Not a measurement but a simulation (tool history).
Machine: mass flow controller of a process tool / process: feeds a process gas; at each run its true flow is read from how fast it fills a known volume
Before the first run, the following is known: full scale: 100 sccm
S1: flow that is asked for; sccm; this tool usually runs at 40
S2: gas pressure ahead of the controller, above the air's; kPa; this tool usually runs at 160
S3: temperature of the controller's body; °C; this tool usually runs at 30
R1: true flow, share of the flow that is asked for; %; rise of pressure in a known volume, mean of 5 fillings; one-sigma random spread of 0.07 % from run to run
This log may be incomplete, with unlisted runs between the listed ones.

Run 1, hour 0.0: usual settings. Result: R1 97.74 %.
Run 2, hour 68.0: usual settings. Result: R1 98.02 %.
Run 3, hour 155.2: usual settings. Result: R1 98.05 %.
Run 4, hour 214.8: usual settings but S3 23 °C. Result: R1 97.90 %.
Run 5, hour 264.1: usual settings but S3 23 °C. Result: R1 97.97 %.
Run 6, hour 320.0: usual settings but S3 23 °C. Result: R1 98.06 %.
Run 7, hour 424.8: usual settings. Result: R1 98.27 %.
Run 8, hour 500.3: usual settings but S2 169 kPa. Result: R1 98.63 %.
Run 9, hour 558.2: usual settings but S2 169 kPa. Result: R1 98.77 %.
Run 10, hour 673.4: usual settings but S2 237 kPa. Result: R1 99.41 %.
Run 11, hour 728.2: usual settings but S2 237 kPa. Result: R1 99.38 %.
Run 12, hour 824.1: usual settings but S2 237 kPa. Result: R1 99.73 %.
Run 13, hour 872.3: usual settings but S2 237 kPa. Result: R1 99.68 %.
Run 14, hour 920.9: usual settings but S2 237 kPa. Result: R1 99.82 %.
Run 15, hour 999.9: usual settings but S2 237 kPa. Result: R1 99.97 %.
Run 16, hour 1053.0: usual settings but S1 19 sccm, S2 237 kPa. Result: R1 99.15 %.
Run 17, hour 1140.1: usual settings but S1 43 sccm, S2 161 kPa. Result: R1 99.47 %.
Run 18, hour 1214.6: usual settings but S1 43 sccm, S2 161 kPa. Result: R1 99.64 %.
Run 19, hour 1263.4: usual settings but S1 75 sccm, S2 174 kPa. Result: R1 100.74 %.
Run 20, hour 1375.9: usual settings but S1 54 sccm, S2 177 kPa. Result: R1 100.33 %.
Run 21, hour 1440.6: usual settings but S1 54 sccm, S2 177 kPa. Result: R1 100.59 %.
At hour 1537.8: gauge calibrated.
Run 22, hour 1543.2: usual settings but S3 26 °C. Result: R1 97.68 %.
Run 23, hour 1659.9: usual settings but S1 73 sccm, S3 26 °C. Result: R1 99.15 %.
Run 24, hour 1725.8: usual settings but S1 73 sccm, S2 180 kPa, S3 23 °C. Result: R1 99.17 %.
Run 25, hour 1818.2: usual settings but S1 73 sccm, S2 180 kPa, S3 23 °C. Result: R1 99.44 %.
Run 26, hour 1908.3: usual settings but S3 26 °C. Result: R1 98.23 %.
Run 27, hour 2011.9: usual settings but S3 26 °C. Result: R1 98.32 %.
Run 28, hour 2104.5: usual settings but S1 80 sccm, S3 25 °C. Result: R1 99.87 %.
Run 29, hour 2163.6: usual settings but S1 80 sccm, S3 25 °C. Result: R1 99.91 %.
Run 30, hour 2254.9: usual settings but S1 13 sccm, S3 25 °C. Result: R1 97.76 %.

Below are 3 alternative next runs, each starting from the tool's condition after run 30. Predict each:
At hour 2303.5: controller's zero set anew.
Run A, hour 2303.5: usual settings but S1 17 sccm, S2 189 kPa, S3 28 °C. Result: R1 ?.
At hour 2303.5: controller's zero set anew.
Run B, hour 2303.5: usual settings but S1 13 sccm, S3 26 °C. Result: R1 ?.
At hour 2303.5: controller's zero set anew.
Run C, hour 2303.5: usual settings but S1 19 sccm, S2 187 kPa, S3 34 °C. Result: R1 ?.

run     R1
  A  98.26
  B  97.90
  C  98.51
Without the tool's unlogged condition, the same runs would have read:
run     R1
  A  97.22
  B  96.86
  C  97.46
